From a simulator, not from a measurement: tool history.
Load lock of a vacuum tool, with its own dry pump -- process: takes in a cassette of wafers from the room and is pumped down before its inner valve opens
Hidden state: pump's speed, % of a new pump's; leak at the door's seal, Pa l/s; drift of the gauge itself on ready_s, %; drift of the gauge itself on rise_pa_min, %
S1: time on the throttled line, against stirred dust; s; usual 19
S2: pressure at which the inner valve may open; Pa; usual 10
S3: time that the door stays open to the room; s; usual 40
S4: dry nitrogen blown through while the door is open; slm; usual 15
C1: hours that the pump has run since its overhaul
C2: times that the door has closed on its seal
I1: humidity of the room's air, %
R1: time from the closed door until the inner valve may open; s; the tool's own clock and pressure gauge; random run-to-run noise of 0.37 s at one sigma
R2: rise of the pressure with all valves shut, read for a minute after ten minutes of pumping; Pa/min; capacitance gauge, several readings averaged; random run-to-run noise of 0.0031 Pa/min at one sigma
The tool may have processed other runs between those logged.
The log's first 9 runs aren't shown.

Run 10, hour 2045.0: usual settings but S2 8 Pa; C1 12046; C2 12932; I1 47.2. Result: R1 39.4 s, R2 0.128 Pa/min.
Run 11, hour 2285.3: usual settings but S2 11 Pa; C1 12287; C2 13737; I1 39.6. Result: R1 39.1 s, R2 0.125 Pa/min.
Run 12, hour 2590.6: usual settings but S2 11 Pa; C1 12592; C2 14759; I1 45.6. Result: R1 37.9 s, R2 0.138 Pa/min.
Run 13, hour 2748.9: usual settings but S2 11 Pa; C1 12750; C2 15289; I1 45.1. Result: R1 38.6 s, R2 0.149 Pa/min.
Run 14, hour 2940.6: usual settings but S1 14 s, S2 11 Pa; C1 12942; C2 15931; I1 44.8. Result: R1 34.6 s, R2 0.151 Pa/min.
Run 15, hour 3109.2: usual settings but S1 14 s, S2 11 Pa, S3 163 s; C1 13111; C2 16495; I1 43.1. Result: R1 35.2 s, R2 0.219 Pa/min.
At hour 3215.8: dry pump taken out, an overhauled one fitted.
Run 16, hour 3411.9: usual settings but S1 14 s; C1 196; C2 17488; I1 49.7. Result: R1 30.9 s, R2 0.163 Pa/min.
Run 17, hour 3681.5: usual settings but S1 14 s; C1 466; C2 18391; I1 43.7. Result: R1 31.0 s, R2 0.160 Pa/min.
Run 18, hour 3931.0: usual settings; C1 715; C2 19226; I1 43.6. Result: R1 35.3 s, R2 0.179 Pa/min.
Run 19, hour 4226.9: usual settings; C1 1011; C2 20217; I1 44.5. Result: R1 35.6 s, R2 0.179 Pa/min.
Run 20, hour 4529.4: usual settings; C1 1314; C2 21230; I1 42.1. Result: R1 35.7 s, R2 0.185 Pa/min.
Run 21, hour 4671.3: usual settings but S4 31 slm; C1 1456; C2 21705; I1 47.2. Result: R1 35.5 s, R2 0.177 Pa/min.
Run 22, hour 4977.3: usual settings but S4 31 slm; C1 1761; C2 22729; I1 43.1. Result: R1 35.5 s, R2 0.175 Pa/min.
Run 23, hour 5167.2: usual settings but S1 25 s, S2 18 Pa, S3 94 s, S4 31 slm; C1 1951; C2 23365; I1 43.7. Result: R1 39.2 s, R2 0.208 Pa/min.
Run 24, hour 5345.8: usual settings but S1 25 s, S2 18 Pa, S3 94 s, S4 31 slm; C1 2130; C2 23963; I1 43.6. Result: R1 39.7 s, R2 0.215 Pa/min.
Run 25, hour 5651.0: usual settings but S1 25 s, S2 18 Pa, S3 94 s, S4 31 slm; C1 2435; C2 24985; I1 44.5. Result: R1 39.2 s, R2 0.222 Pa/min.
Run 26, hour 5773.9: usual settings but S3 48 s; C1 2558; C2 25396; I1 45.5. Result: R1 36.2 s, R2 0.231 Pa/min.
Run 27, hour 5943.9: usual settings but S3 48 s; C1 2728; C2 25965; I1 44.3. Result: R1 35.0 s, R2 0.226 Pa/min.
Run 28, hour 6090.3: usual settings but S3 56 s; C1 2874; C2 26455; I1 48.0. Result: R1 35.5 s, R2 0.252 Pa/min.
Run 29, hour 6338.9: usual settings but S3 56 s; C1 3123; C2 27287; I1 46.6. Result: R1 36.1 s, R2 0.258 Pa/min.

Predict the results of run 30:
Run 30, hour 6528.5: usual settings but S1 20 s, S2 7 Pa, S3 99 s, S4 7 slm; C1 3313; C2 27922; I1 48.8. Result: R1 ?, R2 ?.

R1: 37.6 s
R2: 0.310 Pa/min
Minus the tool's unlogged condition, the same run would have read R1 36.7 s, R2 0.138 Pa/min.
